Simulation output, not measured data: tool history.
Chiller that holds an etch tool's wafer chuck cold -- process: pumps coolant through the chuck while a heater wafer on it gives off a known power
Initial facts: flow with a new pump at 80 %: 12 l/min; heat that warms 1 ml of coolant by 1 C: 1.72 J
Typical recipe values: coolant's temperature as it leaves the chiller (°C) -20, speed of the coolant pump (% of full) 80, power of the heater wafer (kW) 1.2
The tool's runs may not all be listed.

run,day,coolant's temperature as it leaves the chiller (°C),speed of the coolant pump (% of full),power of the heater wafer (kW),chuck's temperature once it has settled (°C),how much warmer the coolant comes back (C)
1,0,-20,80,1.2,-9.4,3.58
2,1.05,-20,80,1.2,-9.2,3.56
3,1.617,-20,80,1.2,-9.1,3.52
4,2.854,-20,80,1.2,-9.2,3.53
# day 3.717: chiller's thermometer calibrated
5,3.754,-20,80,1.2,-9.4,3.57
6,4.796,-20,80,1.2,-9.1,3.56
7,6.071,-20,80,0.648,-13.8,1.92
8,7.321,-16,80,1.2,-5.2,3.55
9,8.079,-16,80,1.2,-5.2,3.56
10,8.842,-16,80,1.2,-5.2,3.59
11,9.638,-16,80,1.2,-5.4,3.55
12,10.571,-20,80,1.03,-10.7,3.07
13,11.3,-20,80,1.2,-9.1,3.57
# day 12.025: chiller's thermometer calibrated, once more
14,12.583,-20,80,1.2,-9.5,3.62
15,13.5,-20,80,1.2,-9.4,3.63
16,14.308,-20,80,1.2,-9.4,3.6
17,15.454,-15,98,1.2,-5.6,2.82
# day 16.162: coolant changed, channels flushed
18,16.379,-28,98,0.868,-21.8,2.11
19,17.129,-28,84,1.143,-19,3.18
20,18.179,-28,60,0.911,-19.1,3.8
21,18.796,-21,81,1.27,-10.8,3.72
22,19.679,-21,81,1.368,-10.2,4.05
23,20.267,-17,98,0.679,-12.1,1.62
24,21.358,-17,98,0.679,-12.2,1.66
25,22.288,-17,98,0.679,-12.3,1.63
26,23.638,-20,87,1.047,-11.9,2.84
27,24.321,-14,80,0.886,-6.6,2.63
28,25.483,-13,87,1.528,-1.2,4.21
29,26.704,-13,98,1.528,-2,3.64
30,27.342,-13,98,1.528,-2.1,3.68
31,28.521,-13,98,1.528,-1.9,3.69

What would each run have given without the hidden state, its run-to-run variation left as it was?
The hidden state here: heat passed by the chuck's channels, % of clean ones'; flow at a given pump speed, % of a new pump's; coolant's true temperature over the reading, C; drift of the gauge itself on chuck_c, C; drift of the gauge itself on warmer_back_c, C.
run,chuck's temperature once it has settled (°C),how much warmer the coolant comes back (C)
1,-10.6,3.51
2,-10.4,3.49
3,-10.4,3.44
4,-10.4,3.45
5,-10.7,3.49
6,-10.4,3.48
7,-14.7,1.87
8,-6.6,3.47
9,-6.5,3.47
10,-6.5,3.5
11,-6.8,3.46
12,-11.9,2.99
13,-10.5,3.47
14,-10.7,3.52
15,-10.6,3.53
16,-10.6,3.5
17,-6.7,2.73
18,-21.9,2.04
19,-19.2,3.08
20,-19.4,3.68
21,-11.1,3.6
22,-10.4,3.92
23,-12.2,1.57
24,-12.3,1.61
25,-12.4,1.58
26,-12.1,2.74
27,-6.8,2.54
28,-1.6,4.05
29,-2.3,3.5
30,-2.5,3.54
31,-2.2,3.55
